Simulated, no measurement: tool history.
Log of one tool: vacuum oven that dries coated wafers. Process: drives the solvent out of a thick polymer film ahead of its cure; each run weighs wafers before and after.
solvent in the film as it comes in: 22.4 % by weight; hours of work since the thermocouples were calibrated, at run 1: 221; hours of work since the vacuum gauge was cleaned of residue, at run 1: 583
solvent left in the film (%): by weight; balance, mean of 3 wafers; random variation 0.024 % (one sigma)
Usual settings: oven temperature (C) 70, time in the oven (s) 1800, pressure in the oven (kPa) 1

run	hour	oven temperature (C)	time in the oven (s)	pressure in the oven (kPa)	hours of work since the thermocouples were calibrated	hours of work since the vacuum gauge was cleaned of residue	solvent left in the film (%)
1	0	70	1800	1	221	583	1.97
2	85.5	70	1800	1	287	649	1.96
3	166.4	70	1800	1	350	712	2
4	218.5	70	1800	1	391	753	2
5	279.5	70	1800	1	438	800	2.04
6	331.2	70	1800	0.53	478	840	1.9
7	398.6	70	2640	1	530	892	1
8	443.6	70	1800	2.18	565	927	2.46
9	524.9	70	1800	2.18	628	990	2.45
10	592.8	70	1800	2.18	681	1043	2.44
11	662.5	70	1800	2.18	735	1097	2.51
12	729.6	70	1800	2.18	787	1149	2.55
# hour 742.3: oven's thermocouples calibrated
13	797.9	70	1800	2.18	43	1201	2.37
14	872.2	70	1800	2.18	101	1258	2.36
15	921.5	70	1800	1	139	1297	2
16	958.2	70	1800	0.69	167	1325	1.91
17	1046.6	70	1140	1	236	1394	4.29
18	1089.9	70	1140	1	270	1427	4.27
# hour 1148.7: vacuum gauge cleaned of residue and calibrated
19	1153.1	61	1800	1	318	3	4.77
20	1239.8	67	1800	1	385	71	2.68
21	1283.4	70	1800	1	419	105	1.82
22	1368.1	70	1800	1	484	170	1.91
23	1426.7	70	1800	1	530	216	1.91
24	1488.6	70	1800	3.63	578	264	2.72
25	1527.7	70	1800	3.63	608	294	2.74
26	1576.1	70	1800	3.63	646	332	2.78
27	1630.6	70	1800	3.63	688	374	2.81
28	1698.6	70	1800	3.75	741	427	2.84
29	1763	70	960	1	791	477	5.35
# hour 1769.7: oven's thermocouples calibrated
30	1842.6	70	1440	1	57	537	2.9
31	1895.9	70	3180	1.04	98	578	0.68
32	1973.2	70	3180	1.04	158	638	0.64
33	2026.6	71	1800	1.33	199	680	1.87
34	2101.1	70	1260	1	257	738	3.75
35	2172.3	70	1260	1	312	793	3.78
36	2244.9	85	3180	1	369	849	0.27
37	2305.3	85	2940	1.27	416	896	0.36
38	2361.5	85	2940	1.27	459	940	0.29
39	2421.8	72	1800	0.83	506	986	1.57
40	2473.8	79	1440	0.98	546	1027	1.03
41	2530.9	79	1440	0.98	591	1071	1.02
42	2567.6	78	1800	1.62	619	1100	0.88
43	2652.8	58	1620	0.83	685	1166	7.23
44	2738.5	63	1620	1.33	752	1232	5.27
45	2775.6	63	1620	1.33	781	1261	5.23

How the hidden state differs across the entries between the runs, from the last listed run before each to the first after it:
Between runs 12 and 13: oven's thermocouples calibrated (hour 742.3)
  true wafer temperature over the reading, C: -0.51 -> 0.19; true pressure over the reading, kPa: 0.518 -> 0.538
  measured less the result without the state, solvent left in the film (%): +0.29 -> +0.12
Between runs 18 and 19: vacuum gauge cleaned of residue and calibrated (hour 1148.7)
  true wafer temperature over the reading, C: 0.01 -> -0.02; true pressure over the reading, kPa: 0.642 -> 0.006
  measured less the result without the state, solvent left in the film (%): +0.18 -> +0.01
Between runs 29 and 30: oven's thermocouples calibrated (hour 1769.7)
  true wafer temperature over the reading, C: -0.38 -> -0.17; true pressure over the reading, kPa: 0.219 -> 0.245
  measured less the result without the state, solvent left in the film (%): +0.21 -> +0.12
